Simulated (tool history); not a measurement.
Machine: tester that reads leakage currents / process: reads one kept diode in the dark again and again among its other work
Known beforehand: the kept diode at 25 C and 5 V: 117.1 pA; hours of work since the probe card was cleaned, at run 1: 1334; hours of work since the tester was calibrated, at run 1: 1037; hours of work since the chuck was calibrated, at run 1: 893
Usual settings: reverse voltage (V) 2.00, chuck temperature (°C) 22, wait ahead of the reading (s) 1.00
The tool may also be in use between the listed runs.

run	hour	reverse voltage (V)	chuck temperature (°C)	wait ahead of the reading (s)	hours of work since the probe card was cleaned	hours of work since the tester was calibrated	hours of work since the chuck was calibrated	current that the tester gives (pA)
1	0.0	2.00	22	1.00	1334	1037	893	61.13
# hour 15.7: chuck's temperature calibrated
# hour 121.8: probe card cleaned and baked
2	164.6	2.00	22	1.00	19	1109	66	55.24
3	342.9	12.73	22	1.00	100	1190	147	153.48
4	440.6	12.73	22	1.00	144	1234	191	154.97
5	572.6	2.00	22	1.00	204	1294	251	55.77
6	732.0	2.00	22	1.00	276	1366	323	56.56
7	833.9	2.00	22	1.00	323	1412	369	56.80
8	954.4	5.73	21	0.75	377	1467	424	93.83
9	1060.2	5.73	21	0.75	425	1515	472	94.60
10	1215.6	4.09	58	0.32	496	1585	542	1655.15
11	1317.7	1.74	38	7.32	542	1632	588	216.04
12	1434.8	9.27	38	7.32	595	1685	641	538.70
13	1598.3	9.27	38	1.38	669	1759	716	542.49

Below, each run's measurement less what the same run would have read without the hidden state. Both values contain the same run-to-run variation, but the gauge's scatter may not be the same in both:
What the log doesn't record here: stray current of the dirty probe card, pA a volt; current scale over the true one, %; true chuck temperature over the reading, C; drift of the gauge itself on leakage_pa, %.
run	current that the tester gives (pA)
1	+6.23
2	+0.12
3	+2.05
4	+2.88
5	+1.13
6	+1.53
7	+1.80
8	+4.03
9	+4.50
10	+49.11
11	+8.51
12	+25.13
13	+28.13
